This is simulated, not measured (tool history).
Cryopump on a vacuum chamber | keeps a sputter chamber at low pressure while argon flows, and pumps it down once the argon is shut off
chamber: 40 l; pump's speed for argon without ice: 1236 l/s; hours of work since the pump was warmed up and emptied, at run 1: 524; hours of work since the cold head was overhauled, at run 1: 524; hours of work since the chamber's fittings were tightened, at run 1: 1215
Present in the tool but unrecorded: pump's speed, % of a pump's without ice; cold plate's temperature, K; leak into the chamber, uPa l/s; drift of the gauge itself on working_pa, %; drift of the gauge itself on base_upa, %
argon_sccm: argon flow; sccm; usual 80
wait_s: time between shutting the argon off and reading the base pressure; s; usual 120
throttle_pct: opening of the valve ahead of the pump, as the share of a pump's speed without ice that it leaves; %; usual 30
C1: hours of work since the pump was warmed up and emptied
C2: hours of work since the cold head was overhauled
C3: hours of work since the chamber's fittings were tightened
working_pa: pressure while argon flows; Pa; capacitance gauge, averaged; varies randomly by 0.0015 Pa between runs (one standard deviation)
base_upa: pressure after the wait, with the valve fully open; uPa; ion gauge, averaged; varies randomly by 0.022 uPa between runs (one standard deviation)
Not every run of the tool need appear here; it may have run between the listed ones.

{"run": 1, "hour": 0.0, "argon_sccm": 80, "wait_s": 120, "throttle_pct": 30, "C1": 524, "C2": 524, "C3": 1215, "working_pa": 0.3812, "base_upa": 1.8}
{"run": 2, "hour": 21.5, "argon_sccm": 80, "wait_s": 120, "throttle_pct": 30, "C1": 539, "C2": 539, "C3": 1230, "working_pa": 0.3862, "base_upa": 1.83}
{"run": 3, "hour": 42.7, "argon_sccm": 80, "wait_s": 120, "throttle_pct": 30, "C1": 554, "C2": 554, "C3": 1244, "working_pa": 0.3874, "base_upa": 1.88}
{"run": 4, "hour": 59.6, "argon_sccm": 80, "wait_s": 120, "throttle_pct": 29, "C1": 565, "C2": 565, "C3": 1256, "working_pa": 0.4004, "base_upa": 1.86}
{"run": 5, "hour": 80.9, "argon_sccm": 80, "wait_s": 120, "throttle_pct": 30, "C1": 580, "C2": 580, "C3": 1270, "working_pa": 0.3885, "base_upa": 1.91}
{"run": 6, "hour": 95.8, "argon_sccm": 80, "wait_s": 120, "throttle_pct": 30, "C1": 590, "C2": 590, "C3": 1281, "working_pa": 0.387, "base_upa": 1.9}
{"run": 7, "hour": 113.7, "argon_sccm": 80, "wait_s": 120, "throttle_pct": 30, "C1": 602, "C2": 602, "C3": 1293, "working_pa": 0.387, "base_upa": 1.94}
{"run": 8, "hour": 123.7, "argon_sccm": 80, "wait_s": 120, "throttle_pct": 30, "C1": 609, "C2": 609, "C3": 1300, "working_pa": 0.3905, "base_upa": 2.04}
{"run": 9, "hour": 135.9, "argon_sccm": 80, "wait_s": 120, "throttle_pct": 30, "C1": 618, "C2": 618, "C3": 1308, "working_pa": 0.3936, "base_upa": 1.99}
{"run": 10, "hour": 152.7, "argon_sccm": 41, "wait_s": 120, "throttle_pct": 30, "C1": 629, "C2": 629, "C3": 1320, "working_pa": 0.1991, "base_upa": 1.98}
{"run": 11, "hour": 162.4, "argon_sccm": 41, "wait_s": 120, "throttle_pct": 30, "C1": 636, "C2": 636, "C3": 1326, "working_pa": 0.2008, "base_upa": 1.95}
{"run": 12, "hour": 182.7, "argon_sccm": 41, "wait_s": 120, "throttle_pct": 30, "C1": 650, "C2": 650, "C3": 1340, "working_pa": 0.2014, "base_upa": 1.92}
{"run": 13, "hour": 201.2, "argon_sccm": 111, "wait_s": 120, "throttle_pct": 30, "C1": 663, "C2": 663, "C3": 1353, "working_pa": 0.5415, "base_upa": 2.06}
{"run": 14, "hour": 222.5, "argon_sccm": 111, "wait_s": 120, "throttle_pct": 30, "C1": 677, "C2": 677, "C3": 1368, "working_pa": 0.5422, "base_upa": 2.08}
{"run": 15, "hour": 233.9, "argon_sccm": 154, "wait_s": 50, "throttle_pct": 30, "C1": 685, "C2": 685, "C3": 1376, "working_pa": 0.7527, "base_upa": 2.45}
{"run": 16, "hour": 253.9, "argon_sccm": 154, "wait_s": 50, "throttle_pct": 30, "C1": 699, "C2": 699, "C3": 1389, "working_pa": 0.7609, "base_upa": 2.51}
{"run": 17, "hour": 272.6, "argon_sccm": 129, "wait_s": 120, "throttle_pct": 30, "C1": 712, "C2": 712, "C3": 1402, "working_pa": 0.6281, "base_upa": 2.08}
{"run": 18, "hour": 290.0, "argon_sccm": 80, "wait_s": 96, "throttle_pct": 31, "C1": 724, "C2": 724, "C3": 1414, "working_pa": 0.3828, "base_upa": 2.17}
{"run": 19, "hour": 304.7, "argon_sccm": 79, "wait_s": 29, "throttle_pct": 31, "C1": 734, "C2": 734, "C3": 1424, "working_pa": 0.3782, "base_upa": 3.17}
{"run": 20, "hour": 319.4, "argon_sccm": 79, "wait_s": 29, "throttle_pct": 31, "C1": 744, "C2": 744, "C3": 1434, "working_pa": 0.3774, "base_upa": 3.23}
{"run": 21, "hour": 332.2, "argon_sccm": 37, "wait_s": 293, "throttle_pct": 31, "C1": 753, "C2": 753, "C3": 1443, "working_pa": 0.1766, "base_upa": 1.95}
{"run": 22, "hour": 353.2, "argon_sccm": 37, "wait_s": 293, "throttle_pct": 53, "C1": 767, "C2": 767, "C3": 1457, "working_pa": 0.1088, "base_upa": 1.93}
{"run": 23, "hour": 372.2, "argon_sccm": 37, "wait_s": 236, "throttle_pct": 36, "C1": 780, "C2": 780, "C3": 1471, "working_pa": 0.155, "base_upa": 2.04}
{"run": 24, "hour": 383.1, "argon_sccm": 37, "wait_s": 236, "throttle_pct": 44, "C1": 788, "C2": 788, "C3": 1478, "working_pa": 0.1293, "base_upa": 2.06}
{"run": 25, "hour": 392.9, "argon_sccm": 37, "wait_s": 236, "throttle_pct": 44, "C1": 794, "C2": 794, "C3": 1485, "working_pa": 0.1305, "base_upa": 2.1}

3 options for the next run, each taken on its own from the tool as it stands now. Forecast them:
{"run": "A", "hour": 405.9, "argon_sccm": 68, "wait_s": 51, "throttle_pct": 21, "C1": 803, "C2": 803, "C3": 1494, "working_pa": "?", "base_upa": "?"}
{"run": "B", "hour": 405.9, "argon_sccm": 38, "wait_s": 37, "throttle_pct": 55, "C1": 803, "C2": 803, "C3": 1494, "working_pa": "?", "base_upa": "?"}
{"run": "C", "hour": 405.9, "argon_sccm": 37, "wait_s": 136, "throttle_pct": 55, "C1": 803, "C2": 803, "C3": 1494, "working_pa": "?", "base_upa": "?"}

run=A working_pa=0.4752 base_upa=2.59
run=B working_pa=0.1100 base_upa=3.04
run=C working_pa=0.1072 base_upa=2.24
With the hidden condition removed and each run's random variation left untouched, the same runs would have given:
run=A working_pa=0.4472 base_upa=0.98
run=B working_pa=0.0944 base_upa=1.35
run=C working_pa=0.0921 base_upa=0.56

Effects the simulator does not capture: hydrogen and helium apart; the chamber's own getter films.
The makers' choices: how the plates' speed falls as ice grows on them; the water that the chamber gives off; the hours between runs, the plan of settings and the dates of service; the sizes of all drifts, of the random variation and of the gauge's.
